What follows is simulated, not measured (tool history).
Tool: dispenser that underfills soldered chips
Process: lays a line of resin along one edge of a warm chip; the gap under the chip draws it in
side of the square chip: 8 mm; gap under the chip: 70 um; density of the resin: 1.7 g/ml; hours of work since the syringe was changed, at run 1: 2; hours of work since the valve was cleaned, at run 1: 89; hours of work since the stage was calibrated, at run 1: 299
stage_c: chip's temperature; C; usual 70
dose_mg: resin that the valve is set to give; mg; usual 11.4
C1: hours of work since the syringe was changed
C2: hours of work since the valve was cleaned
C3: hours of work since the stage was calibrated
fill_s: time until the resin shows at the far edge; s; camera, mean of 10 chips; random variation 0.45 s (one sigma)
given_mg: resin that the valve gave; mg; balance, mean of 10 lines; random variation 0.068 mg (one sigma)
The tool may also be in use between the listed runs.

run 1 day=0.000 | stage_c=70 dose_mg=11.4 | C1=2 C2=89 C3=299 | fill_s=34.7 given_mg=10.41
run 2 day=0.338 | stage_c=60 dose_mg=11.4 | C1=8 C2=95 C3=305 | fill_s=61.5 given_mg=10.38
-- day=0.442 new syringe of resin
-- day=0.525 dispensing valve cleaned and set on the balance
run 3 day=0.767 | stage_c=70 dose_mg=11.8 | C1=5 C2=4 C3=312 | fill_s=37.9 given_mg=11.65
-- day=1.083 new syringe of resin
run 4 day=1.238 | stage_c=70 dose_mg=11.4 | C1=3 C2=12 C3=320 | fill_s=34.0 given_mg=11.27
-- day=1.667 new syringe of resin
run 5 day=1.667 | stage_c=70 dose_mg=11.4 | C1=0 C2=19 C3=327 | fill_s=32.3 given_mg=11.25
run 6 day=2.008 | stage_c=85 dose_mg=11.4 | C1=6 C2=25 C3=333 | fill_s=23.4 given_mg=11.06
-- day=2.258 new syringe of resin
run 7 day=2.304 | stage_c=80 dose_mg=13.2 | C1=1 C2=30 C3=338 | fill_s=22.3 given_mg=12.76
run 8 day=2.796 | stage_c=72 dose_mg=10.0 | C1=9 C2=39 C3=346 | fill_s=41.6 given_mg=9.54
-- day=2.854 new syringe of resin
run 9 day=3.179 | stage_c=67 dose_mg=11.0 | C1=6 C2=45 C3=353 | fill_s=44.4 given_mg=10.50
-- day=3.462 new syringe of resin
run 10 day=3.488 | stage_c=67 dose_mg=14.6 | C1=0 C2=50 C3=358 | fill_s=34.8 given_mg=13.81
run 11 day=3.950 | stage_c=67 dose_mg=14.6 | C1=8 C2=58 C3=366 | fill_s=45.3 given_mg=13.74
-- day=4.071 new syringe of resin
run 12 day=4.479 | stage_c=67 dose_mg=14.6 | C1=7 C2=67 C3=375 | fill_s=43.4 given_mg=13.53

4 ways to go on from here, each from the tool as it stands after run 12. What would each give?
-- day=4.662 new syringe of resin
run A day=4.800 | stage_c=70 dose_mg=9.9 | C1=2 C2=73 C3=380 | fill_s=? given_mg=?
-- day=4.662 new syringe of resin
run B day=4.800 | stage_c=66 dose_mg=14.4 | C1=2 C2=73 C3=380 | fill_s=? given_mg=?
-- day=4.662 new syringe of resin
run C day=4.800 | stage_c=58 dose_mg=11.4 | C1=2 C2=73 C3=380 | fill_s=? given_mg=?
-- day=4.662 new syringe of resin
run D day=4.800 | stage_c=57 dose_mg=12.2 | C1=2 C2=73 C3=380 | fill_s=? given_mg=?

run=A fill_s=36.5 given_mg=9.03
run=B fill_s=38.7 given_mg=13.40
run=C fill_s=54.6 given_mg=10.57
run=D fill_s=55.7 given_mg=11.35
Without the tool's hidden state the same runs would have given:
run=A fill_s=35.7 given_mg=9.78
run=B fill_s=38.8 given_mg=14.51
run=C fill_s=54.3 given_mg=11.45
run=D fill_s=55.7 given_mg=12.29

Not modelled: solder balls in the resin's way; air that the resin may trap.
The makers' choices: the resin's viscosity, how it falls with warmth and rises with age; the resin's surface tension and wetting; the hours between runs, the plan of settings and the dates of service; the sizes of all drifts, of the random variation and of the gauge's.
